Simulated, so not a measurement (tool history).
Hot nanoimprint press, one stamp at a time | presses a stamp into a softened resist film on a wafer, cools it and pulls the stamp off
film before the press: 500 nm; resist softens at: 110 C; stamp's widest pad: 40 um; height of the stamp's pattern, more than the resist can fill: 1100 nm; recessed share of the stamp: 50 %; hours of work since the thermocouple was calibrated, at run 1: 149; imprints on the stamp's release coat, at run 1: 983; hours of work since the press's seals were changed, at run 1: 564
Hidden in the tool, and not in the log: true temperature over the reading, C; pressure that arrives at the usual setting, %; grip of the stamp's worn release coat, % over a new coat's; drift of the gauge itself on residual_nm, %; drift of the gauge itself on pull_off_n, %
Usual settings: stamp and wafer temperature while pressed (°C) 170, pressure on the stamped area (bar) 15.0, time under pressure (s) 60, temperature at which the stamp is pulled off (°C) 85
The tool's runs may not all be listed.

| run | hour | stamp and wafer temperature while pressed (°C) | pressure on the stamped area (bar) | time under pressure (s) | temperature at which the stamp is pulled off (°C) | hours of work since the thermocouple was calibrated | imprints on the stamp's release coat | hours of work since the press's seals were changed | resist left under the stamp's widest pad (nm) | greatest force while the stamp is pulled off (N) |
|---|---|---|---|---|---|---|---|---|---|---|
| 1 | 0.0 | 170 | 15.0 | 60 | 85 | 149 | 983 | 564 | 272.7 | 107 |
| 2 | 36.3 | 170 | 15.0 | 60 | 85 | 173 | 1090 | 587 | 272.5 | 109 |
| 3 | 69.3 | 170 | 15.0 | 60 | 85 | 195 | 1188 | 609 | 272.5 | 111 |
|  | 81.4 | press's hydraulic seals changed and the load cell set to zero |
| 4 | 113.9 | 170 | 20.3 | 60 | 85 | 219 | 1296 | 21 | 243.0 | 104 |
| 5 | 156.4 | 170 | 15.0 | 60 | 85 | 246 | 1421 | 49 | 272.6 | 108 |
| 6 | 188.1 | 170 | 15.0 | 60 | 85 | 267 | 1515 | 70 | 271.9 | 110 |
| 7 | 208.6 | 170 | 9.2 | 60 | 85 | 281 | 1575 | 83 | 317.2 | 105 |
| 8 | 228.6 | 170 | 9.2 | 60 | 85 | 294 | 1634 | 96 | 319.3 | 111 |
|  | 254.2 | stamp cleaned and given a new release coat |
| 9 | 265.6 | 170 | 13.2 | 60 | 85 | 314 | 34 | 116 | 283.5 | 107 |
| 10 | 290.6 | 170 | 15.0 | 36 | 85 | 330 | 107 | 133 | 323.2 | 104 |
| 11 | 334.3 | 170 | 15.0 | 36 | 85 | 359 | 236 | 161 | 324.5 | 104 |
| 12 | 355.1 | 170 | 19.1 | 36 | 85 | 372 | 298 | 175 | 297.0 | 107 |
| 13 | 373.9 | 170 | 19.1 | 36 | 85 | 385 | 353 | 187 | 298.1 | 102 |
|  | 393.5 | plate thermocouple calibrated |
| 14 | 400.9 | 160 | 15.0 | 60 | 85 | 5 | 424 | 203 | 403.9 | 108 |
| 15 | 439.3 | 170 | 17.2 | 60 | 85 | 30 | 537 | 228 | 258.6 | 106 |
| 16 | 476.6 | 162 | 16.5 | 60 | 88 | 54 | 647 | 252 | 371.0 | 97 |
| 17 | 519.7 | 170 | 15.0 | 38 | 82 | 82 | 775 | 281 | 318.3 | 115 |
| 18 | 538.9 | 170 | 15.0 | 38 | 82 | 95 | 831 | 293 | 316.7 | 117 |
| 19 | 565.4 | 160 | 15.0 | 60 | 85 | 112 | 909 | 310 | 404.8 | 107 |
| 20 | 585.5 | 170 | 23.1 | 103 | 85 | 125 | 969 | 324 | 185.8 | 108 |
| 21 | 626.2 | 170 | 15.0 | 103 | 85 | 152 | 1089 | 350 | 223.6 | 109 |
| 22 | 652.7 | 160 | 15.0 | 103 | 85 | 169 | 1167 | 367 | 360.2 | 108 |
| 23 | 688.6 | 160 | 15.0 | 103 | 85 | 193 | 1273 | 391 | 357.0 | 105 |
| 24 | 712.6 | 164 | 15.0 | 62 | 70 | 208 | 1344 | 407 | 352.5 | 159 |
| 25 | 754.3 | 177 | 21.1 | 39 | 85 | 236 | 1467 | 434 | 200.3 | 105 |
| 26 | 783.3 | 158 | 15.0 | 91 | 85 | 255 | 1552 | 453 | 397.4 | 110 |
| 27 | 827.4 | 158 | 15.0 | 91 | 85 | 283 | 1682 | 482 | 398.7 | 107 |
|  | 835.3 | stamp cleaned and given a new release coat |
| 28 | 875.2 | 170 | 18.6 | 93 | 75 | 311 | 118 | 509 | 212.9 | 139 |
| 29 | 897.2 | 170 | 18.6 | 93 | 75 | 325 | 183 | 523 | 211.8 | 138 |
| 30 | 919.0 | 182 | 15.0 | 33 | 85 | 339 | 247 | 538 | 195.2 | 106 |

Take each entry between the runs: how does the hidden state at the last listed run before it differ from the hidden state at the first listed run after it?
Between runs 3 and 4: press's hydraulic seals changed and the load cell set to zero (hour 81.4)
  true temperature over the reading, C: 0.01 -> 0.02; pressure that arrives at the usual setting, %: 99.94 -> 100; grip of the stamp's worn release coat, % over a new coat's: 1 -> 1.1
Between runs 8 and 9: stamp cleaned and given a new release coat (hour 254.2)
  grip of the stamp's worn release coat, % over a new coat's: 1.4 -> 0
Between runs 13 and 14: plate thermocouple calibrated (hour 393.5)
  true temperature over the reading, C: 0.03 -> 0
Between runs 27 and 28: stamp cleaned and given a new release coat (hour 835.3)
  grip of the stamp's worn release coat, % over a new coat's: 1.4 -> 0.1
